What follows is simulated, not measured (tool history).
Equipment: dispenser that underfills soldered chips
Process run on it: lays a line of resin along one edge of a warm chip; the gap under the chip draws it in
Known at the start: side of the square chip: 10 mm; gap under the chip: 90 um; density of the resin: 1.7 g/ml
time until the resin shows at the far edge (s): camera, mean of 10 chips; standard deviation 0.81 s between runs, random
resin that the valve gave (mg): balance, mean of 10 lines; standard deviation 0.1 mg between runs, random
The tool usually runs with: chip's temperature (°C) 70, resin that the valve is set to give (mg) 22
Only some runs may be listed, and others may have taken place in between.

| run | hour | chip's temperature (°C) | resin that the valve is set to give (mg) | time until the resin shows at the far edge (s) | resin that the valve gave (mg) |
|---|---|---|---|---|---|
| 1 | 0 | 70 | 22 | 82.4 | 21.58 |
| 2 | 3.3 | 70 | 22 | 93.8 | 21.49 |
|  | 6.5 | new syringe of resin |
| 3 | 10.2 | 70 | 22 | 83.7 | 21.7 |
|  | 16.1 | new syringe of resin |
| 4 | 16.9 | 70 | 22 | 73.6 | 21.45 |
| 5 | 21.5 | 70 | 22 | 90.8 | 21.53 |
|  | 25.6 | new syringe of resin |
| 6 | 27.7 | 70 | 22 | 79.5 | 21.56 |
| 7 | 32.7 | 70 | 22 | 99.7 | 21.42 |
|  | 35.2 | new syringe of resin |
| 8 | 36.6 | 73 | 22 | 66.4 | 21.47 |
| 9 | 42.6 | 73 | 22 | 85.7 | 21.47 |
|  | 44.6 | new syringe of resin |
| 10 | 48.7 | 70 | 22 | 85.4 | 21.33 |
| 11 | 52.1 | 70 | 22 | 100.4 | 21.3 |
|  | 54.1 | new syringe of resin |
| 12 | 56.8 | 70 | 22 | 80.3 | 21.09 |
| 13 | 59.6 | 70 | 22 | 92.2 | 21.42 |
|  | 63.7 | new syringe of resin |
| 14 | 63.8 | 70 | 22 | 74.6 | 21.04 |
| 15 | 70.4 | 70 | 22 | 97.4 | 21.34 |
|  | 73.2 | new syringe of resin |
| 16 | 75.7 | 70 | 22 | 77.6 | 21.36 |
| 17 | 81 | 70 | 22 | 99 | 21.04 |
|  | 82.7 | new syringe of resin |
| 18 | 88.2 | 76 | 27.9 | 63.9 | 26.72 |
| 19 | 91.6 | 60 | 25.4 | 169.9 | 24.35 |
|  | 92.4 | new syringe of resin |
| 20 | 96.6 | 59 | 19 | 157.4 | 18.07 |
| 21 | 100.9 | 73 | 20.8 | 88.5 | 20.04 |
|  | 102 | new syringe of resin |
|  | 106 | dispensing valve cleaned and set on the balance |
| 22 | 107.5 | 73 | 20.8 | 72.4 | 20.89 |
|  | 112.7 | new syringe of resin |
| 23 | 113.8 | 55 | 22.5 | 165.6 | 22.39 |
| 24 | 117.2 | 81 | 20.2 | 50.5 | 20.24 |
|  | 122.2 | new syringe of resin |
| 25 | 122.3 | 81 | 20.2 | 41.2 | 20.1 |
| 26 | 126.7 | 63 | 18.7 | 127.6 | 18.54 |
|  | 131.5 | new syringe of resin |
| 27 | 132.1 | 63 | 28 | 98.2 | 27.8 |
| 28 | 135.1 | 63 | 28 | 114.6 | 27.96 |
| 29 | 138 | 63 | 28 | 129.2 | 27.71 |
|  | 141.2 | new syringe of resin |
| 30 | 141.4 | 59 | 20.1 | 128 | 19.97 |
| 31 | 147.7 | 72 | 19.9 | 86 | 19.56 |
|  | 150.6 | new syringe of resin |
| 32 | 151.2 | 69 | 27.6 | 73.6 | 27.23 |
| 33 | 156.3 | 64 | 21 | 126.8 | 20.74 |
|  | 160.2 | new syringe of resin |
| 34 | 161.9 | 56 | 23.5 | 159.3 | 23.07 |

3 ways to go on from here, each from the tool as it stands after run 34. What would each give?
| A | 168 | 80 | 23.5 | ? | ? |
| B | 168 | 74 | 23.5 | ? | ? |
| C | 168 | 63 | 21.8 | ? | ? |

| run | time until the resin shows at the far edge (s) | resin that the valve gave (mg) |
|---|---|---|
| A | 59.6 | 23.13 |
| B | 79.5 | 23.09 |
| C | 141.2 | 21.28 |
Stripped of hidden state, with their random variation kept, the same runs would have yielded:
| run | time until the resin shows at the far edge (s) | resin that the valve gave (mg) |
|---|---|---|
| A | 45.3 | 23.54 |
| B | 60.5 | 23.51 |
| C | 107.7 | 21.67 |
